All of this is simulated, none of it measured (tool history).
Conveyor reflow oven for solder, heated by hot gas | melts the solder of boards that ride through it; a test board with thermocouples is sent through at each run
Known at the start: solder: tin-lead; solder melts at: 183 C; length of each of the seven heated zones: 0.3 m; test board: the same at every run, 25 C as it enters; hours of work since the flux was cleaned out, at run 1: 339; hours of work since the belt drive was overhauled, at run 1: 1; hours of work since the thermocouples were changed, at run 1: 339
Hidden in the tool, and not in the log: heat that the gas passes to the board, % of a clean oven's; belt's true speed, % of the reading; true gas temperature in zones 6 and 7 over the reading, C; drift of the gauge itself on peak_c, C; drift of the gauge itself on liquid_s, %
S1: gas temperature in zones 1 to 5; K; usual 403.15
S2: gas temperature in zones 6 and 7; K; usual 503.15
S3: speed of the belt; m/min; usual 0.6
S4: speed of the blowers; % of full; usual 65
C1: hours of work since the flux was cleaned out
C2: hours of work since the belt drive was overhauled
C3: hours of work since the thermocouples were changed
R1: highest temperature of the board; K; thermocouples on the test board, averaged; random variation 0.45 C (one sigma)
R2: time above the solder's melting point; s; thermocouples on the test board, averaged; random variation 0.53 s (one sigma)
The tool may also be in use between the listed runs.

run     day      S1      S2     S3  S4   C1   C2   C3      R1    R2
  1       0  403.15  503.15    0.6  65  339    1  339  472.15  26.2
  2   0.483  403.15  503.15    0.6  65  345    8  345  472.55  24.8
  3   0.892  403.15  503.15    0.6  65  351   13  351  472.35  25.4
  4   1.538  403.15  503.15    0.6  65  359   22  359  471.95  25.3
  5   1.879  403.15  498.15    0.6  65  364   27  364  468.25    21
  6   2.308  403.15  498.15    0.6  65  370   32  370  468.65  21.6
  7   2.754  403.15  498.15    0.6  65  376   39  376  468.15  21.6
  8   3.142  403.15  503.15    0.6  89  381   44  381  476.35  30.4
  9   3.838  403.15  503.15    0.6  89  390   53  390  475.75  30.5
 10     4.4  403.15  503.15  0.525  65  398   61  398  477.35  36.1
 11   5.004  412.15  503.15  0.525  65  406   69  406  478.75  40.6
 12   5.596  412.15  503.15  0.525  65  414   77  414  479.65  40.6
       5.85  -- flux residue cleaned out of gas plates and filters
 13   6.362  403.15  503.15    0.6  65    7   84  422  475.95  30.2
 14   6.796  414.15  513.15  0.645  65   13   90  428  484.15  36.2
 15    7.25  399.15  511.15    0.6  64   19   96  434  481.25  33.5
 16   7.667  399.15  511.15    0.6  64   25  102  439  479.85  33.6
 17   8.288  399.15  511.15    0.6  64   33  110  448  481.05  32.4
 18   8.612  399.15  511.15    0.6  64   37  115  452  481.25  32.4
 19   9.142  403.15  513.15    0.6  65   44  122  459  483.05  36.1
 20   9.438  403.15  497.15    0.6  65   48  126  463  470.65  25.4
 21   9.871  403.15  503.15  0.679  65   54  132  469  470.85  20.2
 22  10.467  403.15  517.15    0.6  64   62  140  477  485.45  38.8
 23  10.871  401.15  500.15  0.678  58   68  145  483  464.75    14
 24  11.275  401.15  500.15  0.678  58   73  151  488  465.15  14.7
 25  11.883  403.15  505.15    0.6  65   81  159  496  476.45    31

4 ways to go on from here, each from the tool as it stands after run 25. What would each give?
  A  12.483  402.15  505.15    0.6  65  90  167  504   ?   ?
  B  12.483  403.15  505.15  0.543  65  90  167  504   ?   ?
  C  12.483  389.15  494.15  0.497  65  90  167  504   ?   ?
  D  12.483  389.15  494.15  0.484  65  90  167  504   ?   ?

run      R1    R2
  A  476.45    30
  B  480.65  38.7
  C  471.55  29.1
  D  472.95  31.1
Without the tool's hidden state the same runs would have given:
run      R1    R2
  A  478.45    32
  B  482.55  40.6
  C  473.45  31.6
  D  474.85  33.7
